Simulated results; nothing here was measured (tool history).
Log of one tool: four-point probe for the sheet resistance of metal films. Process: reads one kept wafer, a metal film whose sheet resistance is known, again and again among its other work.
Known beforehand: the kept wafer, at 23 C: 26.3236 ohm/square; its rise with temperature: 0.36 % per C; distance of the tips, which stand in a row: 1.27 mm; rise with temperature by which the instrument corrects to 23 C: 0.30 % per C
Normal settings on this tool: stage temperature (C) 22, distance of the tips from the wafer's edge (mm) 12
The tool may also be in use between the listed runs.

run   hour  stage temperature (C)  distance of the tips from the wafer's edge (mm)  sheet resistance as the instrument gives it (ohm/square)
  1      0                     22                                               12                                                 26.465821
  2     30                     22                                               12                                                 26.470319
  3   63.5                     22                                               12                                                 26.474256
  4   89.6                     22                                               12                                                 26.462105
  5    132                     35                                               12                                                 26.638929
  6  153.5                     35                                               12                                                 26.641808
  7  172.5                     35                                                5                                                 27.373884
  8  191.3                     22                                               12                                                 26.471828
  9    224                     29                                                4                                                 27.756757
 10  258.9                     21                                                3                                                 28.597671
 11  282.1                     23                                               24                                                 26.375442
 12  311.7                     29                                                6                                                 27.046581
 13  352.4                     29                                                6                                                 27.035283
 14  388.5                     28                                               17                                                 26.483148
 15  406.3                     20                                               29                                                 26.317396

Each row is a separate what-if for the run after 15, all from the same tool condition, not one after another. Results?
  A  434.9                     19                                               21                                                         ?
  B  434.9                     18                                               23                                                         ?
  C  434.9                     28                                               12                                                         ?

run  sheet resistance as the instrument gives it (ohm/square)
  A                                                  26.31496
  B                                                 26.299804
  C                                                 26.549914
With the hidden condition removed and each run's random variation left untouched, the same runs would have given:
run  sheet resistance as the instrument gives it (ohm/square)
  A                                                 26.312637
  B                                                  26.29748
  C                                                 26.547596
